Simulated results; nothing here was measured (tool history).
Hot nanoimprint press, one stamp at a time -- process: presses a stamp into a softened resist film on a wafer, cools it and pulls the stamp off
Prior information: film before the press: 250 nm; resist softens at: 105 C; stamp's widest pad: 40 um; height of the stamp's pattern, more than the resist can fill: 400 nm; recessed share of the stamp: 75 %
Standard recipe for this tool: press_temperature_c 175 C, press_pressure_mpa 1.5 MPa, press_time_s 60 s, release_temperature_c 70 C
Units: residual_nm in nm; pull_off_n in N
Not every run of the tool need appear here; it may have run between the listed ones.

Run 1, hour 0: usual settings. Result: residual_nm 132.8 nm, pull_off_n 165 N.
Run 2, hour 60.9: usual settings. Result: residual_nm 132.8 nm, pull_off_n 170 N.
Run 3, hour 94.6: usual settings. Result: residual_nm 134.1 nm, pull_off_n 178 N.
At hour 137.2: press's hydraulic seals changed and the load cell set to zero.
Run 4, hour 154.3: usual settings but press_temperature_c 180 C. Result: residual_nm 106.5 nm, pull_off_n 181 N.
Run 5, hour 206.7: usual settings but press_temperature_c 180 C. Result: residual_nm 104.9 nm, pull_off_n 183 N.
Run 6, hour 271: usual settings but press_temperature_c 180 C. Result: residual_nm 106.4 nm, pull_off_n 188 N.
Run 7, hour 323.9: usual settings but press_temperature_c 180 C. Result: residual_nm 107.3 nm, pull_off_n 195 N.
Run 8, hour 364: usual settings but press_time_s 92 s. Result: residual_nm 115.8 nm, pull_off_n 198 N.
At hour 409.2: stamp cleaned and given a new release coat.
Run 9, hour 424.3: usual settings but press_time_s 92 s. Result: residual_nm 116.9 nm, pull_off_n 157 N.
Run 10, hour 489.8: usual settings but press_time_s 70 s. Result: residual_nm 126.7 nm, pull_off_n 164 N.
Run 11, hour 549: usual settings but press_time_s 70 s. Result: residual_nm 129.7 nm, pull_off_n 175 N.
Run 12, hour 631.2: usual settings but press_temperature_c 183 C. Result: residual_nm 98.1 nm, pull_off_n 175 N.
Run 13, hour 696.2: usual settings but press_temperature_c 183 C. Result: residual_nm 98.3 nm, pull_off_n 184 N.
Run 14, hour 762.9: usual settings. Result: residual_nm 137 nm, pull_off_n 198 N.
Run 15, hour 808.4: usual settings. Result: residual_nm 138.3 nm, pull_off_n 195 N.
Run 16, hour 860.1: usual settings but press_pressure_mpa 1.79 MPa, press_time_s 85 s, release_temperature_c 60 C. Result: residual_nm 115.6 nm, pull_off_n 225 N.
At hour 907.2: stamp cleaned and given a new release coat.
Run 17, hour 926.7: usual settings but press_temperature_c 172 C. Result: residual_nm 158.7 nm, pull_off_n 166 N.
At hour 956.1: plate thermocouple calibrated.
Run 18, hour 1012.9: usual settings but press_temperature_c 172 C. Result: residual_nm 163 nm, pull_off_n 164 N.
Run 19, hour 1081.2: usual settings but press_temperature_c 172 C. Result: residual_nm 164.6 nm, pull_off_n 178 N.
Run 20, hour 1155.2: usual settings but press_time_s 91 s. Result: residual_nm 128.9 nm, pull_off_n 187 N.
Run 21, hour 1208.2: usual settings but press_temperature_c 186 C, press_pressure_mpa 1.01 MPa, press_time_s 91 s. Result: residual_nm 95.9 nm, pull_off_n 196 N.
At hour 1244.4: plate thermocouple calibrated, once more.
Run 22, hour 1261.1: usual settings but press_temperature_c 186 C, press_pressure_mpa 1.01 MPa, press_time_s 91 s. Result: residual_nm 84.8 nm, pull_off_n 187 N.
Run 23, hour 1329: usual settings but press_temperature_c 186 C, press_pressure_mpa 1.01 MPa, press_time_s 91 s. Result: residual_nm 85 nm, pull_off_n 188 N.
Run 24, hour 1362.8: usual settings but press_temperature_c 177 C, press_pressure_mpa 1.07 MPa. Result: residual_nm 141.4 nm, pull_off_n 204 N.
At hour 1408.2: stamp cleaned and given a new release coat.
Run 25, hour 1427.8: usual settings but press_temperature_c 173 C, press_pressure_mpa 1.29 MPa, press_time_s 93 s. Result: residual_nm 134 nm, pull_off_n 160 N.
Run 26, hour 1472.6: usual settings but press_temperature_c 173 C, press_pressure_mpa 1.29 MPa, press_time_s 93 s. Result: residual_nm 134.7 nm, pull_off_n 169 N.
Run 27, hour 1547: usual settings but press_temperature_c 187 C, press_time_s 43 s, release_temperature_c 71 C. Result: residual_nm 94.4 nm, pull_off_n 174 N.
Run 28, hour 1585.6: usual settings but press_temperature_c 187 C, press_time_s 43 s, release_temperature_c 71 C. Result: residual_nm 94.9 nm, pull_off_n 180 N.
Run 29, hour 1630.7: usual settings but press_temperature_c 187 C, press_pressure_mpa 1.52 MPa, press_time_s 43 s, release_temperature_c 71 C. Result: residual_nm 94 nm, pull_off_n 176 N.

Predict each of these 5 candidate next runs independently; none follows another, all start after run 29:
Run A, hour 1688.9: usual settings but press_temperature_c 179 C, press_pressure_mpa 0.95 MPa, press_time_s 43 s, release_temperature_c 59 C. Result: residual_nm ?, pull_off_n ?.
Run B, hour 1688.9: usual settings but press_pressure_mpa 1.69 MPa. Result: residual_nm ?, pull_off_n ?.
Run C, hour 1688.9: usual settings but press_pressure_mpa 1.16 MPa, release_temperature_c 64 C. Result: residual_nm ?, pull_off_n ?.
Run D, hour 1688.9: usual settings but press_pressure_mpa 1.52 MPa, press_time_s 43 s, release_temperature_c 71 C. Result: residual_nm ?, pull_off_n ?.
Run E, hour 1688.9: usual settings but press_temperature_c 177 C, press_pressure_mpa 1.52 MPa, press_time_s 43 s, release_temperature_c 71 C. Result: residual_nm ?, pull_off_n ?.

run  residual_nm  pull_off_n
  A        155.9         207
  B        132.4         184
  C        151.3         196
  D        153.2         185
  E        138.2         182
With the hidden condition removed and each run's random variation left untouched, the same runs would have given:
run  residual_nm  pull_off_n
  A        149.3         178
  B          124         159
  C        143.9         168
  D        144.9         159
  E        130.3         156
